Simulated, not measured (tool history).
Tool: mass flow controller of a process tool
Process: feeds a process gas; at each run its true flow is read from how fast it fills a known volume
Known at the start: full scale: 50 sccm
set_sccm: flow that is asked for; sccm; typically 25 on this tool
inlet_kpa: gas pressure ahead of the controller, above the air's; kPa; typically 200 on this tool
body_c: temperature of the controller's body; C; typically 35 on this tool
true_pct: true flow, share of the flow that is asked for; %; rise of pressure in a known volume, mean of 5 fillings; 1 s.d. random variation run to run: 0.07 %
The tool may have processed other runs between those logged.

Run 1, day 0.000: usual settings. Result: true_pct 97.01 %.
Run 2, day 4.183: usual settings. Result: true_pct 97.04 %.
Run 3, day 6.317: usual settings. Result: true_pct 97.18 %.
Run 4, day 8.917: usual settings. Result: true_pct 97.14 %.
Run 5, day 13.267: usual settings. Result: true_pct 97.15 %.
Run 6, day 15.912: usual settings. Result: true_pct 96.99 %.
Run 7, day 19.958: usual settings but set_sccm 11 sccm. Result: true_pct 96.07 %.
Run 8, day 22.608: usual settings but set_sccm 11 sccm. Result: true_pct 96.25 %.
Run 9, day 24.542: usual settings but set_sccm 11 sccm, body_c 24 C. Result: true_pct 97.30 %.
Run 10, day 26.833: usual settings. Result: true_pct 97.15 %.
Run 11, day 30.975: usual settings. Result: true_pct 97.03 %.
Run 12, day 33.054: usual settings. Result: true_pct 97.05 %.
Run 13, day 36.946: usual settings. Result: true_pct 97.08 %.
Run 14, day 39.246: usual settings. Result: true_pct 97.14 %.
Run 15, day 41.625: usual settings but body_c 38 C. Result: true_pct 96.73 %.
Run 16, day 45.329: usual settings but set_sccm 6 sccm, inlet_kpa 210 kPa, body_c 31 C. Result: true_pct 96.33 %.
Run 17, day 49.638: usual settings but set_sccm 6 sccm, inlet_kpa 242 kPa, body_c 37 C. Result: true_pct 95.52 %.
Run 18, day 51.871: usual settings but set_sccm 41 sccm, inlet_kpa 250 kPa, body_c 22 C. Result: true_pct 99.85 %.
Run 19, day 56.533: usual settings but set_sccm 6 sccm. Result: true_pct 95.77 %.
Run 20, day 58.858: usual settings but inlet_kpa 211 kPa, body_c 30 C. Result: true_pct 97.74 %.
Run 21, day 62.942: usual settings but inlet_kpa 211 kPa, body_c 30 C. Result: true_pct 97.62 %.
Run 22, day 66.312: usual settings but set_sccm 10 sccm, inlet_kpa 217 kPa. Result: true_pct 96.17 %.
Run 23, day 68.479: usual settings but set_sccm 10 sccm, inlet_kpa 217 kPa. Result: true_pct 96.09 %.
Run 24, day 72.883: usual settings but set_sccm 10 sccm, inlet_kpa 225 kPa. Result: true_pct 96.12 %.
Run 25, day 76.892: usual settings but set_sccm 10 sccm, inlet_kpa 225 kPa. Result: true_pct 96.04 %.

Run 26 comes next. What will it give?
Run 26, day 79.229: usual settings but set_sccm 10 sccm, inlet_kpa 225 kPa. Result: true_pct ?.

{"run 26": {"true_pct": 96.17}}
Had the tool carried no hidden state, the very same run would have given true_pct 96.20 %.
